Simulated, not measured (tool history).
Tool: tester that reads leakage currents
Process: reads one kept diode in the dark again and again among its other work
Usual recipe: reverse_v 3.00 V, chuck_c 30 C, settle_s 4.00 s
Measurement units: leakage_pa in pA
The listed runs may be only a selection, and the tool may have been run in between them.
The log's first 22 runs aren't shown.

run	hour	reverse_v	chuck_c	settle_s	hours of work since the probe card was cleaned	hours of work since the tester was calibrated	hours of work since the chuck was calibrated	leakage_pa
23	1235.0	11.12	32	4.00	1628	1237	676	494.70
24	1299.3	10.11	32	4.00	1657	1267	705	480.90
25	1344.4	3.00	33	0.86	1677	1287	725	341.41
26	1422.7	3.02	44	4.00	1713	1322	760	824.37
27	1480.9	8.09	44	4.00	1739	1348	787	1164.99
28	1535.9	2.37	50	0.40	1764	1373	812	1203.97
29	1602.3	3.00	30	1.05	1794	1403	842	273.06
# hour 1623.8: chuck's temperature calibrated
30	1654.5	3.00	30	1.05	1816	1426	14	230.61
31	1709.1	2.81	20	0.44	1841	1451	39	98.95
32	1742.7	2.81	20	0.44	1856	1466	54	99.07
33	1777.0	6.78	26	3.07	1872	1481	69	225.22
34	1816.4	3.00	30	1.92	1889	1499	87	235.33
35	1856.3	2.13	21	1.92	1908	1517	105	97.83
36	1925.7	1.08	40	4.00	1939	1548	136	376.50
37	1984.8	1.08	47	4.00	1965	1575	163	653.23
38	2039.4	1.08	47	4.00	1990	1600	188	649.66
39	2086.3	1.08	47	4.00	2011	1621	209	656.58
40	2131.0	1.08	47	4.00	2031	1641	229	662.14

4 options for the next run, each taken on its own from the tool as it stands now. Forecast them:
A	2181.8	11.84	45	4.00	2054	1664	252	?
B	2181.8	1.08	24	4.00	2054	1664	252	?
C	2181.8	2.76	30	0.84	2054	1664	252	?
D	2181.8	1.73	23	5.41	2054	1664	252	?

run	leakage_pa
A	1286.88
B	102.55
C	236.70
D	110.78
Without the tool's unlogged condition, the same runs would have read:
run	leakage_pa
A	1187.76
B	93.63
C	216.12
D	99.92

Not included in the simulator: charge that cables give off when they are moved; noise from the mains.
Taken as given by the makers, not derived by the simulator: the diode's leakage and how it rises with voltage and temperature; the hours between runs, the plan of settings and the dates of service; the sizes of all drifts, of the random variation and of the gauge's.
